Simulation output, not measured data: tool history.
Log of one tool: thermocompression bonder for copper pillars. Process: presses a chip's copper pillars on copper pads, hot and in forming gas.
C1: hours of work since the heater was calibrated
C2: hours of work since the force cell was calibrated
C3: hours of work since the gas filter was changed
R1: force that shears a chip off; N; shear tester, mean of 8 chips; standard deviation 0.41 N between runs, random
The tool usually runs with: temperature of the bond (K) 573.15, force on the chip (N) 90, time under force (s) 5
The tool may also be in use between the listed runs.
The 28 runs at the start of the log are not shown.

Run 29, hour 580: usual settings but temperature of the bond (K) 564.15, force on the chip (N) 121, time under force (s) 14; C1 461; C2 724; C3 87. Result: R1 76.7 N.
Run 30, hour 601.9: usual settings but temperature of the bond (K) 564.15, force on the chip (N) 109, time under force (s) 14; C1 478; C2 741; C3 104. Result: R1 72.3 N.
Run 31, hour 622.7: usual settings but force on the chip (N) 120; C1 494; C2 757; C3 120. Result: R1 61 N.
Run 32, hour 637.5: usual settings but force on the chip (N) 61, time under force (s) 3; C1 505; C2 768; C3 131. Result: R1 29.4 N.
Run 33, hour 654.2: usual settings but temperature of the bond (K) 559.15, force on the chip (N) 111; C1 518; C2 781; C3 144. Result: R1 47.8 N.
Run 34, hour 677.5: usual settings but temperature of the bond (K) 559.15, force on the chip (N) 111; C1 536; C2 799; C3 162. Result: R1 47.5 N.
Run 35, hour 694.2: usual settings but temperature of the bond (K) 559.15, force on the chip (N) 111; C1 549; C2 812; C3 174. Result: R1 46.7 N.
Run 36, hour 722.3: usual settings but temperature of the bond (K) 559.15, force on the chip (N) 111; C1 570; C2 833; C3 196. Result: R1 47.4 N.
Run 37, hour 743: usual settings but temperature of the bond (K) 596.15, force on the chip (N) 61; C1 586; C2 849; C3 212. Result: R1 52 N.
Run 38, hour 764.1: usual settings but temperature of the bond (K) 577.15, force on the chip (N) 126; C1 602; C2 865; C3 228. Result: R1 66.4 N.
Run 39, hour 784.9: usual settings but temperature of the bond (K) 552.15, force on the chip (N) 74; C1 618; C2 881; C3 244. Result: R1 29.8 N.

4 ways to go on from here, each from the tool as it stands after run 39. What would each give?
Run A, hour 805.5: usual settings but temperature of the bond (K) 553.15, force on the chip (N) 100; C1 634; C2 897; C3 260. Result: R1 ?.
Run B, hour 805.5: usual settings but temperature of the bond (K) 558.15, force on the chip (N) 100, time under force (s) 3; C1 634; C2 897; C3 260. Result: R1 ?.
Run C, hour 805.5: usual settings but temperature of the bond (K) 552.15, force on the chip (N) 65; C1 634; C2 897; C3 260. Result: R1 ?.
Run D, hour 805.5: usual settings but temperature of the bond (K) 580.15, force on the chip (N) 60, time under force (s) 3; C1 634; C2 897; C3 260. Result: R1 ?.

run    R1
  A  39.7
  B  34.5
  C  27.5
  D  32.5
With no hidden state in the tool, these same runs would have given:
run    R1
  A  39.6
  B  34.4
  C  27.4
  D  32.5
